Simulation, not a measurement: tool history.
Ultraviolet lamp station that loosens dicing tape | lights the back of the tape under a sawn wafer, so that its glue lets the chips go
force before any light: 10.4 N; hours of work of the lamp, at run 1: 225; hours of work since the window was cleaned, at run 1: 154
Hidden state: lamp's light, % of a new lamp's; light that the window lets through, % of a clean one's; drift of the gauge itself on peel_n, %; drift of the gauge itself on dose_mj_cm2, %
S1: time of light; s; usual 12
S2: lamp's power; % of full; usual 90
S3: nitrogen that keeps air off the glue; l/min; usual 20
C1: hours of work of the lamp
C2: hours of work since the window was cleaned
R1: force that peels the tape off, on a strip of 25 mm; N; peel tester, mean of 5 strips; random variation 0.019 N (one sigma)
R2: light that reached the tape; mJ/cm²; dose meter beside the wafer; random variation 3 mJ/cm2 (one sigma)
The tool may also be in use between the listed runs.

| run | hour | S1 | S2 | S3 | C1 | C2 | R1 | R2 |
|---|---|---|---|---|---|---|---|---|
| 1 | 0 | 12 | 90 | 20 | 225 | 154 | 1.173 | 383 |
| 2 | 11.8 | 12 | 90 | 20 | 234 | 163 | 1.145 | 380 |
| 3 | 26.7 | 12 | 90 | 20 | 245 | 174 | 1.193 | 381 |
| 4 | 39.2 | 12 | 90 | 38 | 255 | 184 | 0.809 | 377 |
| 5 | 47.9 | 12 | 90 | 20 | 261 | 190 | 1.17 | 377 |
| 6 | 64.5 | 12 | 90 | 20 | 274 | 203 | 1.226 | 369 |
| 7 | 79.9 | 12 | 90 | 20 | 286 | 215 | 1.241 | 373 |
| 8 | 96.4 | 12 | 90 | 20 | 298 | 227 | 1.308 | 364 |
| 9 | 113.3 | 12 | 90 | 20 | 311 | 240 | 1.277 | 362 |
| 10 | 129.4 | 12 | 68 | 20 | 323 | 252 | 2.041 | 273 |
| 11 | 147.2 | 12 | 68 | 6 | 337 | 265 | 3.86 | 270 |
| 12 | 159 | 12 | 68 | 6 | 345 | 274 | 3.884 | 271 |
| 13 | 175.7 | 12 | 90 | 20 | 358 | 287 | 1.403 | 353 |
|  | 189.3 | window cleaned of glue's vapour |
| 14 | 191.6 | 12 | 90 | 20 | 370 | 2 | 1.116 | 387 |
| 15 | 206.9 | 12 | 90 | 20 | 381 | 13 | 1.181 | 387 |
| 16 | 219.3 | 12 | 90 | 20 | 391 | 23 | 1.175 | 383 |
| 17 | 236 | 12 | 90 | 20 | 403 | 35 | 1.201 | 385 |
| 18 | 244.9 | 12 | 70 | 20 | 410 | 42 | 1.897 | 295 |
| 19 | 257.9 | 12 | 90 | 20 | 420 | 52 | 1.182 | 376 |
| 20 | 270.4 | 12 | 90 | 20 | 429 | 61 | 1.212 | 373 |
| 21 | 283.8 | 10 | 90 | 20 | 439 | 71 | 1.728 | 310 |
| 22 | 291.9 | 10 | 90 | 20 | 446 | 78 | 1.669 | 309 |
| 23 | 301.5 | 10 | 90 | 12 | 453 | 85 | 2.33 | 308 |
| 24 | 317.9 | 10 | 90 | 12 | 465 | 97 | 2.437 | 300 |
| 25 | 331.3 | 7 | 96 | 20 | 475 | 107 | 2.802 | 229 |
| 26 | 345.7 | 7 | 96 | 20 | 486 | 118 | 2.727 | 226 |
| 27 | 362.5 | 22 | 66 | 20 | 499 | 131 | 0.722 | 479 |
| 28 | 370.6 | 11 | 69 | 7 | 505 | 137 | 4.005 | 247 |
| 29 | 379.7 | 11 | 69 | 7 | 512 | 144 | 3.94 | 249 |
| 30 | 393.6 | 16 | 60 | 25 | 523 | 154 | 1.5 | 314 |
| 31 | 403.6 | 16 | 60 | 25 | 530 | 162 | 1.51 | 310 |
| 32 | 417.4 | 16 | 60 | 25 | 541 | 173 | 1.544 | 309 |
| 33 | 428.8 | 16 | 60 | 25 | 549 | 181 | 1.525 | 312 |
| 34 | 446 | 16 | 60 | 25 | 562 | 194 | 1.585 | 306 |
| 35 | 460.1 | 14 | 84 | 7 | 573 | 205 | 2.445 | 370 |
| 36 | 470.5 | 18 | 75 | 29 | 581 | 213 | 0.743 | 419 |
| 37 | 483.6 | 18 | 88 | 28 | 591 | 223 | 0.517 | 491 |
| 38 | 496.5 | 18 | 88 | 28 | 600 | 232 | 0.541 | 496 |
| 39 | 512.9 | 14 | 79 | 7 | 613 | 245 | 2.758 | 341 |
| 40 | 524.3 | 12 | 67 | 9 | 621 | 253 | 3.531 | 243 |
| 41 | 533 | 12 | 84 | 6 | 628 | 260 | 3.363 | 307 |
| 42 | 541 | 12 | 94 | 29 | 634 | 266 | 1.1 | 340 |
| 43 | 554.4 | 12 | 94 | 29 | 644 | 276 | 1.129 | 341 |
| 44 | 569.2 | 10 | 88 | 12 | 655 | 287 | 2.976 | 265 |

3 ways to go on from here, each from the tool as it stands after run 44. What would each give?
| A | 579.8 | 12 | 62 | 28 | 663 | 295 | ? | ? |
| B | 579.8 | 10 | 65 | 21 | 663 | 295 | ? | ? |
| C | 579.8 | 13 | 88 | 12 | 663 | 295 | ? | ? |

| run | R1 | R2 |
|---|---|---|
| A | 2.414 | 225 |
| B | 3.357 | 196 |
| C | 2.036 | 342 |
Without the tool's hidden state the same runs would have given:
| run | R1 | R2 |
|---|---|---|
| A | 1.489 | 303 |
| B | 2.267 | 264 |
| C | 1.201 | 461 |
